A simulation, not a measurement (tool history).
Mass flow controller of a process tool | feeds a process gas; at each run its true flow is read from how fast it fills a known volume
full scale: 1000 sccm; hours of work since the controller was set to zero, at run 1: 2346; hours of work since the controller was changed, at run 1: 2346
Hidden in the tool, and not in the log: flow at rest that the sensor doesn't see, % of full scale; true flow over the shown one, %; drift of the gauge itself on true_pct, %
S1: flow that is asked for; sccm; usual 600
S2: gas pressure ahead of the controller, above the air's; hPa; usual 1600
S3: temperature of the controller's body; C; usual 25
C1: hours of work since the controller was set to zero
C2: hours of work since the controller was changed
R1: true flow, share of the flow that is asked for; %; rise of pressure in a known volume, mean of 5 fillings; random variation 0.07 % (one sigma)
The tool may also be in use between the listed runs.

run    hour   S1    S2  S3    C1    C2     R1
  1     0.0  600  1600  25  2346  2346  98.31
  2   159.8  600  2050  25  2421  2421  98.47
  3   405.2  600  2050  25  2537  2537  98.38
  4   691.0  600  2050  25  2672  2672  98.41
  5   847.3  600  2050  25  2746  2746  98.40
  6   984.4  600  2050  25  2810  2810  98.32
  7  1146.6  600  2050  25  2887  2887  98.25
  8  1377.4  724  1400  25  2996  2996  98.41
     1401.4  -- controller's zero set anew
  9  1594.8  724  1400  25    91  3098  98.42
 10  1835.6  600  1980  24   205  3212  98.01
 11  2058.0  116  2520  33   310  3317  96.41
 12  2197.7  240  1600  25   376  3382  96.80
 13  2386.1  600  1600  21   465  3471  97.66
 14  2598.9  600  1950  34   565  3572  98.83

Forecast each of these 3 alternatives for the next run:
  A  2744.2  600  1940  25  634  3640   ?
  B  2744.2  791  1520  23  634  3640   ?
  C  2744.2  113  2350  25  634  3640   ?

run     R1
  A  97.97
  B  98.14
  C  95.51
Without the tool's hidden state the same runs would have given:
run     R1
  A  99.32
  B  99.39
  C  98.76
